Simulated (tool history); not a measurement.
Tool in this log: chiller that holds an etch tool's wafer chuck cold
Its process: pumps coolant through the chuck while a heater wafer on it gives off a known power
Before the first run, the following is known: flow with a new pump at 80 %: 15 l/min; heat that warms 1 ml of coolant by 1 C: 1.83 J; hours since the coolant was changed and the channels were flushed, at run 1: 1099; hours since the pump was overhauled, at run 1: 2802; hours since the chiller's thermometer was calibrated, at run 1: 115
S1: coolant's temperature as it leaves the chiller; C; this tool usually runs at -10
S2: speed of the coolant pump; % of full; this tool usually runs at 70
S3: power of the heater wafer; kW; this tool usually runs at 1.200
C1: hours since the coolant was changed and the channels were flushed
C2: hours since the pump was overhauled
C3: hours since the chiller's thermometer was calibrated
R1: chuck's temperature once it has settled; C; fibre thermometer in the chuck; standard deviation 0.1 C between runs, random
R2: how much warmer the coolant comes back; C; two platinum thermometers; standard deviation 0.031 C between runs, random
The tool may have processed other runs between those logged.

Run 1, hour 0.0: usual settings; C1 1099; C2 2802; C3 115. Result: R1 1.7 C, R2 3.18 C.
Run 2, hour 43.8: usual settings but S1 -17 C; C1 1143; C2 2846; C3 159. Result: R1 -5.5 C, R2 3.13 C.
Run 3, hour 73.9: usual settings; C1 1173; C2 2876; C3 189. Result: R1 1.5 C, R2 3.16 C.
Run 4, hour 115.6: usual settings but S2 81 % of full; C1 1214; C2 2918; C3 230. Result: R1 0.6 C, R2 2.79 C.
Run 5, hour 136.7: usual settings but S2 81 % of full; C1 1235; C2 2939; C3 251. Result: R1 0.7 C, R2 2.80 C.
Run 6, hour 182.2: usual settings; C1 1281; C2 2985; C3 297. Result: R1 1.7 C, R2 3.15 C.
Run 7, hour 209.9: usual settings but S3 0.879 kW; C1 1309; C2 3012; C3 325. Result: R1 -1.4 C, R2 2.34 C.
Run 8, hour 245.5: usual settings but S3 0.791 kW; C1 1344; C2 3048; C3 360. Result: R1 -2.4 C, R2 2.11 C.
Run 9, hour 288.4: usual settings but S3 0.791 kW; C1 1387; C2 3091; C3 403. Result: R1 -2.1 C, R2 2.14 C.
Run 10, hour 310.7: usual settings but S3 0.791 kW; C1 1409; C2 3113; C3 425. Result: R1 -2.1 C, R2 2.07 C.
Run 11, hour 355.2: usual settings but S3 0.791 kW; C1 1454; C2 3158; C3 470. Result: R1 -2.2 C, R2 2.07 C.
Run 12, hour 401.9: usual settings but S3 0.791 kW; C1 1501; C2 3204; C3 517. Result: R1 -2.2 C, R2 2.06 C.
Run 13, hour 451.2: usual settings but S3 0.791 kW; C1 1550; C2 3254; C3 566. Result: R1 -2.1 C, R2 2.10 C.
Run 14, hour 479.0: usual settings but S3 0.791 kW; C1 1578; C2 3281; C3 594. Result: R1 -2.1 C, R2 2.13 C.
Run 15, hour 528.6: usual settings but S2 71 % of full, S3 1.005 kW; C1 1627; C2 3331; C3 643. Result: R1 -0.2 C, R2 2.69 C.
At hour 537.1: coolant pump overhauled.
Run 16, hour 570.4: usual settings but S2 71 % of full, S3 1.005 kW; C1 1664; C2 33; C3 680. Result: R1 0.1 C, R2 2.74 C.
Run 17, hour 597.2: usual settings but S1 -16 C, S3 1.374 kW; C1 1691; C2 60; C3 707. Result: R1 -2.3 C, R2 3.82 C.
Run 18, hour 648.9: usual settings but S1 -16 C, S3 1.374 kW; C1 1743; C2 112; C3 759. Result: R1 -2.2 C, R2 3.79 C.
Run 19, hour 695.3: usual settings but S1 -18 C; C1 1789; C2 158; C3 805. Result: R1 -5.7 C, R2 3.34 C.
Run 20, hour 741.5: usual settings but S1 -7 C, S2 96 % of full, S3 1.270 kW; C1 1835; C2 204; C3 851. Result: R1 3.5 C, R2 2.58 C.

Run 21, settings as shown, results not yet in. Your forecast:
Run 21, hour 763.5: usual settings but S1 -11 C, S3 1.497 kW; C1 1857; C2 226; C3 873. Result: R1 ?, R2 ?.

R1: 4.2 C
R2: 4.20 C
With the hidden condition absent and the run-to-run variation left alone, this run would have shown R1 2.4 C, R2 3.74 C.
